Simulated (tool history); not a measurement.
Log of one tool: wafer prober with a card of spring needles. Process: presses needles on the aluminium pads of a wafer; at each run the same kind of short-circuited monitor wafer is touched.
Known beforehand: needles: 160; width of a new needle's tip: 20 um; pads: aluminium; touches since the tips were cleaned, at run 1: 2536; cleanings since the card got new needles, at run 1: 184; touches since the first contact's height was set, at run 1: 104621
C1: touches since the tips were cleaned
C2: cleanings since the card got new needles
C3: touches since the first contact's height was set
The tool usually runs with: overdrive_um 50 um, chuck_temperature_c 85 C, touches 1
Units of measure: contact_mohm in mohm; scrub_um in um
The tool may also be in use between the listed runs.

Run 1, hour 0: usual settings; C1 2536; C2 184; C3 104621. Result: contact_mohm 151 mohm, scrub_um 10.74 um.
At hour 7.1: tips cleaned on abrasive film.
At hour 18.8: tips cleaned on abrasive film.
At hour 21.5: height of the first contact set anew.
At hour 30.9: tips cleaned on abrasive film.
At hour 42.6: tips cleaned on abrasive film.
At hour 54.4: tips cleaned on abrasive film.
Run 2, hour 59.9: usual settings; C1 3246; C2 189; C3 22301. Result: contact_mohm 153 mohm, scrub_um 10.75 um.
At hour 64.7: tips cleaned on abrasive film.
At hour 76.4: tips cleaned on abrasive film.
At hour 85.8: tips cleaned on abrasive film.
At hour 95.8: tips cleaned on abrasive film.
Run 3, hour 95.8: usual settings; C1 0; C2 193; C3 43056. Result: contact_mohm 154 mohm, scrub_um 10.68 um.
At hour 107.6: tips cleaned on abrasive film.
At hour 117: tips cleaned on abrasive film.
At hour 126.4: tips cleaned on abrasive film.
Run 4, hour 126.8: usual settings; C1 245; C2 196; C3 60995. Result: contact_mohm 155 mohm, scrub_um 10.73 um.
At hour 136.2: tips cleaned on abrasive film.
At hour 145.6: tips cleaned on abrasive film.
At hour 157.4: tips cleaned on abrasive film.
At hour 169.1: tips cleaned on abrasive film.
At hour 180.9: tips cleaned on abrasive film.
Run 5, hour 183.2: usual settings; C1 1356; C2 201; C3 93657. Result: contact_mohm 152 mohm, scrub_um 10.74 um.
At hour 192.6: tips cleaned on abrasive film.
At hour 204.4: tips cleaned on abrasive film.
At hour 216.1: tips cleaned on abrasive film.
At hour 223.4: height of the first contact set anew.
Run 6, hour 225.6: usual settings; C1 5381; C2 204; C3 1298. Result: contact_mohm 153 mohm, scrub_um 10.75 um.
At hour 228: tips cleaned on abrasive film.
At hour 239.8: tips cleaned on abrasive film.
At hour 249.2: tips cleaned on abrasive film.
At hour 260.9: tips cleaned on abrasive film.
At hour 272.7: tips cleaned on abrasive film.
At hour 283.6: tips cleaned on abrasive film.
Run 7, hour 283.6: usual settings; C1 0; C2 210; C3 34863. Result: contact_mohm 155 mohm, scrub_um 10.72 um.
At hour 293: tips cleaned on abrasive film.
At hour 304.8: tips cleaned on abrasive film.
At hour 316.5: tips cleaned on abrasive film.
Run 8, hour 320.3: usual settings; C1 2174; C2 213; C3 56093. Result: contact_mohm 155 mohm, scrub_um 10.71 um.
At hour 327.3: tips cleaned on abrasive film.
At hour 336.8: tips cleaned on abrasive film.
At hour 348.5: tips cleaned on abrasive film.
At hour 357.9: tips cleaned on abrasive film.
Run 9, hour 366: usual settings; C1 4712; C2 217; C3 82584. Result: contact_mohm 154 mohm, scrub_um 10.72 um.
At hour 368.4: tips cleaned on abrasive film.
At hour 380.1: tips cleaned on abrasive film.
At hour 389.6: tips cleaned on abrasive film.
At hour 401.3: tips cleaned on abrasive film.
At hour 410.7: tips cleaned on abrasive film.
Run 10, hour 420: usual settings; C1 5407; C2 222; C3 113853. Result: contact_mohm 153 mohm, scrub_um 10.73 um.
At hour 422.4: tips cleaned on abrasive film.
At hour 425: height of the first contact set anew.
At hour 434.4: tips cleaned on abrasive film.
At hour 446.2: tips cleaned on abrasive film.
At hour 457.9: tips cleaned on abrasive film.
At hour 469.7: tips cleaned on abrasive film.
At hour 481.4: tips cleaned on abrasive film.
Run 11, hour 490.5: usual settings; C1 5327; C2 228; C3 37995. Result: contact_mohm 155 mohm, scrub_um 10.72 um.
At hour 493: tips cleaned on abrasive film.
At hour 502.4: tips cleaned on abrasive film.
At hour 511.8: tips cleaned on abrasive film.
At hour 523.5: tips cleaned on abrasive film.
At hour 535.3: tips cleaned on abrasive film.
Run 12, hour 541.5: usual settings; C1 3641; C2 233; C3 67497. Result: contact_mohm 155 mohm, scrub_um 10.74 um.
At hour 546.3: tips cleaned on abrasive film.
At hour 555.7: tips cleaned on abrasive film.
At hour 565.1: tips cleaned on abrasive film.
Run 13, hour 571.5: usual settings; C1 3715; C2 236; C3 84824. Result: contact_mohm 154 mohm, scrub_um 10.7 um.
At hour 576.2: tips cleaned on abrasive film.
At hour 585.6: tips cleaned on abrasive film.
At hour 597.4: tips cleaned on abrasive film.
At hour 609.1: tips cleaned on abrasive film.
At hour 620.9: tips cleaned on abrasive film.
At hour 628.1: height of the first contact set anew.
At hour 630.6: tips cleaned on abrasive film.
Run 14, hour 636.4: usual settings; C1 3422; C2 242; C3 4783. Result: contact_mohm 153 mohm, scrub_um 10.72 um.
At hour 641.2: tips cleaned on abrasive film.
At hour 650.6: tips cleaned on abrasive film.
At hour 662.3: tips cleaned on abrasive film.
Run 15, hour 665.9: usual settings but overdrive_um 41 um, chuck_temperature_c 62 C; C1 2090; C2 245; C3 21846. Result: contact_mohm 154 mohm, scrub_um 8.8 um.
At hour 673: tips cleaned on abrasive film.
At hour 684.8: tips cleaned on abrasive film.
At hour 696.5: tips cleaned on abrasive film.
At hour 706: tips cleaned on abrasive film.
Run 16, hour 706: usual settings but overdrive_um 67 um, chuck_temperature_c 33 C; C1 0; C2 249; C3 45012. Result: contact_mohm 142 mohm, scrub_um 14.37 um.
At hour 717.6: tips cleaned on abrasive film.
At hour 729.4: tips cleaned on abrasive film.
At hour 739.5: tips cleaned on abrasive film.
Run 17, hour 739.5: usual settings but overdrive_um 67 um, chuck_temperature_c 65 C; C1 0; C2 252; C3 64461. Result: contact_mohm 145 mohm, scrub_um 14.35 um.
At hour 748.9: tips cleaned on abrasive film.
At hour 760.7: tips cleaned on abrasive film.
At hour 772.4: tips cleaned on abrasive film.
At hour 781.8: tips cleaned on abrasive film.
At hour 793.3: tips cleaned on abrasive film.
Run 18, hour 793.3: usual settings but overdrive_um 62 um, chuck_temperature_c 45 C; C1 0; C2 257; C3 95580. Result: contact_mohm 143 mohm, scrub_um 13.27 um.
At hour 805: tips cleaned on abrasive film.
At hour 816.8: tips cleaned on abrasive film.
Run 19, hour 823.1: usual settings but overdrive_um 47 um, chuck_temperature_c 40 C, touches 3; C1 3688; C2 259; C3 112879. Result: contact_mohm 147 mohm, scrub_um 10.09 um.
At hour 827.8: tips cleaned on abrasive film.
At hour 830.5: height of the first contact set anew.
At hour 837.5: tips cleaned on abrasive film.
At hour 849.3: tips cleaned on abrasive film.
At hour 858.7: tips cleaned on abrasive film.
At hour 870.4: tips cleaned on abrasive film.
At hour 879.9: tips cleaned on abrasive film.
Run 20, hour 881.9: usual settings but overdrive_um 47 um, chuck_temperature_c 40 C, touches 3; C1 1174; C2 265; C3 29757. Result: contact_mohm 150 mohm, scrub_um 10.08 um.
At hour 891.3: tips cleaned on abrasive film.
At hour 903: tips cleaned on abrasive film.
At hour 912.4: tips cleaned on abrasive film.
Run 21, hour 919.2: usual settings but chuck_temperature_c 33 C, touches 2; C1 3947; C2 268; C3 51399. Result: contact_mohm 146 mohm, scrub_um 10.73 um.
At hour 923.9: tips cleaned on abrasive film.
At hour 935.7: tips cleaned on abrasive film.
At hour 945.1: tips cleaned on abrasive film.
At hour 956.8: tips cleaned on abrasive film.
Run 22, hour 960.3: usual settings but chuck_temperature_c 33 C, touches 2; C1 2015; C2 272; C3 75192. Result: contact_mohm 146 mohm, scrub_um 10.74 um.
At hour 967.4: tips cleaned on abrasive film.
At hour 976.8: tips cleaned on abrasive film.
At hour 988.5: tips cleaned on abrasive film.
At hour 998: tips cleaned on abrasive film.
At hour 1009.7: tips cleaned on abrasive film.
Run 23, hour 1011.6: usual settings but chuck_temperature_c 33 C, touches 2; C1 1088; C2 277; C3 104862. Result: contact_mohm 146 mohm, scrub_um 10.68 um.
At hour 1021: tips cleaned on abrasive film.
At hour 1032.7: tips cleaned on abrasive film.
At hour 1033: height of the first contact set anew.
At hour 1042.4: tips cleaned on abrasive film.
Run 24, hour 1046.9: usual settings but overdrive_um 34 um, chuck_temperature_c 36 C; C1 2598; C2 280; C3 8043. Result: contact_mohm 152 mohm, scrub_um 7.31 um.

Run 25 comes next. What will it give?
At hour 1054: tips cleaned on abrasive film.
At hour 1063.4: tips cleaned on abrasive film.
At hour 1072.8: tips cleaned on abrasive film.
At hour 1084.5: tips cleaned on abrasive film.
At hour 1096: tips cleaned on abrasive film.
Run 25, hour 1096: usual settings but overdrive_um 52 um, chuck_temperature_c 91 C; C1 0; C2 285; C3 36449. Result: contact_mohm ?, scrub_um ?.

Run 25 produced contact_mohm 157 mohm, scrub_um 11.16 um.
Had the tool carried no hidden state, the very same run would have given contact_mohm 156 mohm, scrub_um 11.16 um.

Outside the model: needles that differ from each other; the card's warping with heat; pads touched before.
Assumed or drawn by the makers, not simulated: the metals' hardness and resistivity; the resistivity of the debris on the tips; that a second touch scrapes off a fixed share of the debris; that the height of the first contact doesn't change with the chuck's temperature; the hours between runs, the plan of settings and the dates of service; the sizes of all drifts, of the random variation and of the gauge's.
